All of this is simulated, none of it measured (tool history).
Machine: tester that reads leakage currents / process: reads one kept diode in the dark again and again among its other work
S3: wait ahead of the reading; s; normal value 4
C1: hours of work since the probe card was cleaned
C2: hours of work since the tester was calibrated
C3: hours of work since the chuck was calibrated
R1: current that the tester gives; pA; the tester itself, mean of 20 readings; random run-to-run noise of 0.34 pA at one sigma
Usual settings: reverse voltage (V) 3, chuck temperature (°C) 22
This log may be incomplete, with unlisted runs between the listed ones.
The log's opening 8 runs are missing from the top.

{"run": 9, "hour": 443.3, "reverse voltage (V)": 3, "chuck temperature (°C)": 22, "S3": 4, "C1": 2001, "C2": 2451, "C3": 1540, "R1": 102.81}
{"run": 10, "hour": 514.7, "reverse voltage (V)": 3, "chuck temperature (°C)": 22, "S3": 4, "C1": 2054, "C2": 2504, "C3": 1594, "R1": 102.3}
{"run": 11, "hour": 609.7, "reverse voltage (V)": 3, "chuck temperature (°C)": 22, "S3": 4, "C1": 2125, "C2": 2575, "C3": 1665, "R1": 102.1}
{"run": 12, "hour": 673.3, "reverse voltage (V)": 3, "chuck temperature (°C)": 22, "S3": 4, "C1": 2173, "C2": 2623, "C3": 1712, "R1": 101.69}
{"run": 13, "hour": 763.0, "reverse voltage (V)": 3, "chuck temperature (°C)": 22, "S3": 4, "C1": 2240, "C2": 2690, "C3": 1779, "R1": 101.2}
{"run": 14, "hour": 850.1, "reverse voltage (V)": 3, "chuck temperature (°C)": 22, "S3": 4, "C1": 2305, "C2": 2755, "C3": 1844, "R1": 101.55}
{"run": 15, "hour": 903.6, "reverse voltage (V)": 3, "chuck temperature (°C)": 22, "S3": 4, "C1": 2345, "C2": 2795, "C3": 1884, "R1": 101.34}
{"run": 16, "hour": 979.0, "reverse voltage (V)": 3, "chuck temperature (°C)": 22, "S3": 4, "C1": 2401, "C2": 2851, "C3": 1940, "R1": 100.43}
{"run": 17, "hour": 1039.9, "reverse voltage (V)": 3, "chuck temperature (°C)": 22, "S3": 4, "C1": 2447, "C2": 2897, "C3": 1986, "R1": 100.25}
{"hour": 1047.6, "done": "chuck's temperature calibrated"}
{"run": 18, "hour": 1124.7, "reverse voltage (V)": 3, "chuck temperature (°C)": 22, "S3": 4, "C1": 2509, "C2": 2959, "C3": 58, "R1": 109.91}
{"run": 19, "hour": 1178.5, "reverse voltage (V)": 9.6, "chuck temperature (°C)": 22, "S3": 4, "C1": 2549, "C2": 2999, "C3": 98, "R1": 214.89}
{"run": 20, "hour": 1241.3, "reverse voltage (V)": 9.6, "chuck temperature (°C)": 22, "S3": 4, "C1": 2596, "C2": 3046, "C3": 145, "R1": 214.41}
{"run": 21, "hour": 1318.5, "reverse voltage (V)": 7.21, "chuck temperature (°C)": 44, "S3": 4, "C1": 2653, "C2": 3103, "C3": 202, "R1": 819.21}
{"run": 22, "hour": 1363.0, "reverse voltage (V)": 9.91, "chuck temperature (°C)": 36, "S3": 4, "C1": 2687, "C2": 3137, "C3": 236, "R1": 580.78}
{"run": 23, "hour": 1405.8, "reverse voltage (V)": 3.22, "chuck temperature (°C)": 30, "S3": 9.37, "C1": 2719, "C2": 3169, "C3": 268, "R1": 200.31}
{"hour": 1464.9, "done": "tester calibrated"}
{"run": 24, "hour": 1465.1, "reverse voltage (V)": 3.22, "chuck temperature (°C)": 30, "S3": 9.37, "C1": 2761, "C2": 0, "C3": 310, "R1": 206.62}
{"run": 25, "hour": 1562.4, "reverse voltage (V)": 3.22, "chuck temperature (°C)": 30, "S3": 9.37, "C1": 2834, "C2": 73, "C3": 383, "R1": 205.89}
{"run": 26, "hour": 1637.8, "reverse voltage (V)": 3, "chuck temperature (°C)": 30, "S3": 4, "C1": 2890, "C2": 129, "C3": 439, "R1": 196.88}
{"run": 27, "hour": 1717.0, "reverse voltage (V)": 3, "chuck temperature (°C)": 22, "S3": 1.08, "C1": 2950, "C2": 188, "C3": 499, "R1": 110.18}
{"run": 28, "hour": 1775.5, "reverse voltage (V)": 3, "chuck temperature (°C)": 22, "S3": 1.26, "C1": 2993, "C2": 232, "C3": 542, "R1": 110.41}
{"run": 29, "hour": 1837.6, "reverse voltage (V)": 3, "chuck temperature (°C)": 22, "S3": 1.26, "C1": 3040, "C2": 278, "C3": 589, "R1": 110.14}

For run 30, what comes out?
{"run": 30, "hour": 1921.1, "reverse voltage (V)": 12.36, "chuck temperature (°C)": 59, "S3": 0.54, "C1": 3102, "C2": 341, "C3": 651, "R1": "?"}

Run 30 gave R1 2831.28 pA.
Had the tool carried no hidden state, the very same run would have given R1 2900.33 pA.

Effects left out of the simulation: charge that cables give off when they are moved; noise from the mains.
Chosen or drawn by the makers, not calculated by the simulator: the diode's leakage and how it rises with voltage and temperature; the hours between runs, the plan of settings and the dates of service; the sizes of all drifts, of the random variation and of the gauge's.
